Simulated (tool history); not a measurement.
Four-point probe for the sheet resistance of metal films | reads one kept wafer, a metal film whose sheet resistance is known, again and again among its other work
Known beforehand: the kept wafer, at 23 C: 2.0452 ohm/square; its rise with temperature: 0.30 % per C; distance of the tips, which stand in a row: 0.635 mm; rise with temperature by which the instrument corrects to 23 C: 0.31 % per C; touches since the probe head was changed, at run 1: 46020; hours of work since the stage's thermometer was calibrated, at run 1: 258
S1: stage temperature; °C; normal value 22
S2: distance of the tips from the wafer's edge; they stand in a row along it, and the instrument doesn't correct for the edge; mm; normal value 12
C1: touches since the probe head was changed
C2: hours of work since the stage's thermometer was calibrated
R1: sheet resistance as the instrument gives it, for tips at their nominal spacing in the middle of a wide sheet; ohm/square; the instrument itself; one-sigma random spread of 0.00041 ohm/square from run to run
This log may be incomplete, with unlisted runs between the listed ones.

run   hour  S1  S2     C1   C2        R1
  1    0.0  22  12  46020  258  2.038173
  2   28.6  22  12  46800  272  2.037555
  3   50.9  22  12  47409  283  2.037194
  4   72.9  22  12  48010  293  2.036796
  5   95.7  22  12  48632  305  2.037066
  6  119.1  22  12  49271  316  2.036524
  7  145.5  22  12  49990  329  2.036868
  8  173.4  22  12  50752  342  2.037201
  9  188.6  22  12  51165  350  2.037162
 10  221.3  22  46  52059  366  2.033564
 11  237.6  34  12  52504  374  2.034438
 12  258.8  34  12  53082  384  2.033874
 13  290.2  22  12  53938  399  2.035690
 14  309.2  22  12  54456  408  2.035523
 15  342.4  34  23  55363  425  2.030730
 16  367.4  23  19  56044  437  2.032716
 17  394.7  23  19  56789  450  2.033088
 18  418.2  30  39  57429  461  2.030617
 19  441.9  29  24  58079  473  2.031314
 20  456.2  29  24  58468  480  2.030916
 21  488.1  19   3  59338  496  2.079473
 22  520.4  21   3  60218  511  2.078834
 23  537.1  26   5  60675  519  2.047462
 24  551.1  26   5  61058  526  2.048688
 25  573.8  25  32  61676  537  2.030694
 26  591.3  25  32  62153  546  2.030234
 27  611.9  25  32  62715  556  2.030429

Alternative continuations, all from the tool just after run 27; predict every row:
  A  633.4  26   5  63303  566   ?
  B  633.4  35  32  63303  566   ?
  C  633.4  27   4  63303  566   ?
  D  633.4  26   8  63303  566   ?
  E  633.4  26   3  63303  566   ?

run        R1
  A  2.046973
  B  2.027931
  C  2.056566
  D  2.036127
  E  2.076714
What these runs would have given with no unlogged condition in the tool:
run        R1
  A  2.062468
  B  2.043271
  C  2.072126
  D  2.051545
  E  2.092416

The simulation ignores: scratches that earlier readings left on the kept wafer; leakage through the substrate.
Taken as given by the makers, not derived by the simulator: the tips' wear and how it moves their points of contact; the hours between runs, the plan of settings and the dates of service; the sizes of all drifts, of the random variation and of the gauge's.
